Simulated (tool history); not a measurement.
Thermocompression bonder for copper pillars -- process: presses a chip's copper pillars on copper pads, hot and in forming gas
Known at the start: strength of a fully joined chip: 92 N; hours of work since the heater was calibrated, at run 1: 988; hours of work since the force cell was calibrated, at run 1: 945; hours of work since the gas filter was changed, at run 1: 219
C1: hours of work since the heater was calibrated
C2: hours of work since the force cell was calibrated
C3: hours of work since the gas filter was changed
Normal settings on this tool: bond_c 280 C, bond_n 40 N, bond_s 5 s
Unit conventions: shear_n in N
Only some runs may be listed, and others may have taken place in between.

run 1 hour=0.0 | bond_c=280 bond_n=40 bond_s=5 | C1=988 C2=945 C3=219 | shear_n=59.4
run 2 hour=28.1 | bond_c=280 bond_n=40 bond_s=5 | C1=1005 C2=962 C3=237 | shear_n=59.3
run 3 hour=60.5 | bond_c=280 bond_n=40 bond_s=5 | C1=1024 C2=982 C3=256 | shear_n=58.8
run 4 hour=85.5 | bond_c=280 bond_n=40 bond_s=5 | C1=1040 C2=997 C3=272 | shear_n=59.3
run 5 hour=105.8 | bond_c=280 bond_n=40 bond_s=5 | C1=1052 C2=1010 C3=284 | shear_n=58.4
run 6 hour=149.4 | bond_c=280 bond_n=44 bond_s=5 | C1=1079 C2=1036 C3=311 | shear_n=61.4
run 7 hour=191.8 | bond_c=280 bond_n=44 bond_s=5 | C1=1105 C2=1062 C3=336 | shear_n=61.2
-- hour=195.9 forming gas filter changed
run 8 hour=226.5 | bond_c=280 bond_n=44 bond_s=5 | C1=1125 C2=1083 C3=19 | shear_n=63.1
run 9 hour=247.2 | bond_c=280 bond_n=44 bond_s=5 | C1=1138 C2=1096 C3=31 | shear_n=62.6
run 10 hour=290.8 | bond_c=280 bond_n=44 bond_s=5 | C1=1165 C2=1122 C3=58 | shear_n=61.3
run 11 hour=314.9 | bond_c=280 bond_n=44 bond_s=5 | C1=1179 C2=1137 C3=73 | shear_n=62.0
run 12 hour=345.9 | bond_c=280 bond_n=44 bond_s=5 | C1=1198 C2=1156 C3=92 | shear_n=61.8
run 13 hour=388.1 | bond_c=280 bond_n=44 bond_s=5 | C1=1224 C2=1182 C3=117 | shear_n=61.3
run 14 hour=430.4 | bond_c=280 bond_n=44 bond_s=5 | C1=1250 C2=1207 C3=143 | shear_n=61.2
run 15 hour=466.0 | bond_c=266 bond_n=40 bond_s=5 | C1=1272 C2=1229 C3=165 | shear_n=50.0
run 16 hour=502.8 | bond_c=266 bond_n=40 bond_s=5 | C1=1294 C2=1252 C3=187 | shear_n=50.4
-- hour=508.1 force cell calibrated
run 17 hour=546.3 | bond_c=266 bond_n=40 bond_s=5 | C1=1320 C2=23 C3=213 | shear_n=48.4
run 18 hour=578.0 | bond_c=266 bond_n=40 bond_s=11 | C1=1339 C2=43 C3=232 | shear_n=61.5
run 19 hour=608.1 | bond_c=266 bond_n=40 bond_s=11 | C1=1357 C2=61 C3=251 | shear_n=60.9
run 20 hour=643.9 | bond_c=266 bond_n=40 bond_s=11 | C1=1379 C2=83 C3=272 | shear_n=61.3
-- hour=659.3 heater calibrated with a thermocouple chip
-- hour=663.1 force cell calibrated, once more
run 21 hour=686.4 | bond_c=266 bond_n=29 bond_s=11 | C1=16 C2=14 C3=296 | shear_n=59.3

What does the tool deliver on the next run?
run 22 hour=721.9 | bond_c=283 bond_n=29 bond_s=11 | C1=37 C2=36 C3=318 | shear_n=?

shear_n: 68.3 N
Minus the tool's unlogged condition, the same run would have read shear_n 70.8 N.

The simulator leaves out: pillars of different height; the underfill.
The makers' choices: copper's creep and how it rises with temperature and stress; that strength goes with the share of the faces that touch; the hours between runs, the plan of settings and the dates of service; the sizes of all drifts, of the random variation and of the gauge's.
